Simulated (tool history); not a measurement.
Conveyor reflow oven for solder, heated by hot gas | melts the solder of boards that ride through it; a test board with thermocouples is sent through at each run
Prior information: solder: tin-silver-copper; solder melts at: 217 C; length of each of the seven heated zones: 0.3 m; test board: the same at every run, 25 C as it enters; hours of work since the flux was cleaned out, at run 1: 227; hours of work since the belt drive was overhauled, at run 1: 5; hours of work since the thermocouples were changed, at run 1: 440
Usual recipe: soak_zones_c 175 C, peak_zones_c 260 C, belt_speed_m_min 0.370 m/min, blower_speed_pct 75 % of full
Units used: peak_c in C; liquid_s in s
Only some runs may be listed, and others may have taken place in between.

run    day  soak_zones_c  peak_zones_c  belt_speed_m_min  blower_speed_pct  hours of work since the flux was cleaned out  hours of work since the belt drive was overhauled  hours of work since the thermocouples were changed  peak_c  liquid_s
  1  0.000           175           260             0.370                75                                           227                                                  5                                                 440   248.6      72.3
  2  0.262           175           260             0.370                75                                           230                                                  8                                                 443   248.9      72.0
  3  0.542           175           260             0.370                75                                           234                                                 12                                                 447   248.7      72.1
  4  0.792           175           260             0.370                75                                           237                                                 15                                                 450   248.7      72.0
  5  1.033           175           260             0.370                75                                           240                                                 18                                                 453   248.7      71.9
  6  1.354           175           260             0.370                86                                           244                                                 22                                                 457   250.0      74.2
  7  1.600           175           260             0.370                86                                           247                                                 25                                                 460   250.1      74.4
  8  1.908           175           260             0.370                86                                           251                                                 29                                                 464   250.6      74.3
  9  2.088           162           260             0.370                86                                           253                                                 31                                                 466   248.8      67.3
 10  2.433           175           260             0.370                75                                           258                                                 36                                                 471   248.7      72.0
 11  2.817           175           260             0.370                75                                           262                                                 41                                                 476   248.6      71.7
 12  3.092           167           260             0.370                75                                           266                                                 44                                                 479   247.5      67.1
 13  3.350           175           260             0.370                75                                           269                                                 47                                                 482   248.5      71.6
 14  3.733           175           260             0.370                75                                           274                                                 52                                                 487   248.5      71.7
 15  4.054           175           260             0.370                75                                           278                                                 56                                                 491   248.5      71.9
 16  4.438           175           260             0.370                75                                           283                                                 61                                                 496   248.4      71.6
 17  4.825           167           252             0.345                65                                           288                                                 66                                                 501   240.0      63.2
 18  5.012           172           250             0.370                75                                           290                                                 69                                                 503   238.8      60.0
 19  5.388           175           249             0.370                75                                           295                                                 73                                                 508   238.4      60.7
 20  5.692           175           249             0.370                75                                           299                                                 77                                                 512   238.5      60.6
 21  6.033           170           254             0.370                75                                           303                                                 82                                                 516   242.0      62.9
 22  6.304           175           260             0.336                59                                           307                                                 85                                                 520   248.0      78.0
 23  6.658           175           260             0.336                59                                           311                                                 90                                                 524   247.8      78.1
 24  6.867           175           260             0.336                59                                           314                                                 92                                                 527   247.8      77.8
 25  7.154           188           259             0.370                75                                           318                                                 96                                                 531   249.1      79.1
 26  7.392           188           259             0.370                66                                           321                                                 99                                                 534   247.6      77.5
 27  7.767           169           263             0.383                50                                           326                                                104                                                 539   243.3      57.6
 28  7.938           163           259             0.389                50                                           328                                                106                                                 541   238.0      47.3
 29  8.125           186           259             0.389                50                                           330                                                108                                                 543   242.6      64.5
     8.425  -- flux residue cleaned out of gas plates and filters
 30  8.642           186           259             0.389                50                                             3                                                112                                                 547   244.3      67.1

For some of the steps in peak_c from one run to the next: how much would appear even if the tool had no hidden state, given the settings, what came in and random variation, and how much remains for the hidden state plus any gauge scatter that the measured result and the result without hidden state don't share?
The tool's hidden condition here consists of: heat that the gas passes to the board, % of a clean oven's; belt's true speed, % of the reading; true gas temperature in zones 6 and 7 over the reading, C; drift of the gauge itself on peak_c, C; drift of the gauge itself on liquid_s, %.
Run 8 -> 9: soak_zones_c 175 -> 162. peak_c -1.8 C: hidden state -0.3, all else -1.5.
Run 16 -> 17: soak_zones_c 175 -> 167, peak_zones_c 260 -> 252, belt_speed_m_min 0.370 -> 0.345, blower_speed_pct 75 -> 65. peak_c -8.4 C: hidden state +0.1, all else -8.5.
Run 21 -> 22: soak_zones_c 170 -> 175, peak_zones_c 254 -> 260, belt_speed_m_min 0.370 -> 0.336, blower_speed_pct 75 -> 59. peak_c +6.0 C: hidden state +0.3, all else +5.7.
Run 27 -> 28: soak_zones_c 169 -> 163, peak_zones_c 263 -> 259, belt_speed_m_min 0.383 -> 0.389. peak_c -5.3 C: hidden state -0.2, all else -5.1.
Run 28 -> 29: soak_zones_c 163 -> 186. peak_c +4.6 C: hidden state +0.5, all else +4.1.
Run 29 -> 30: flux residue cleaned out of gas plates and filters. peak_c +1.7 C: hidden state +1.5, all else +0.2.

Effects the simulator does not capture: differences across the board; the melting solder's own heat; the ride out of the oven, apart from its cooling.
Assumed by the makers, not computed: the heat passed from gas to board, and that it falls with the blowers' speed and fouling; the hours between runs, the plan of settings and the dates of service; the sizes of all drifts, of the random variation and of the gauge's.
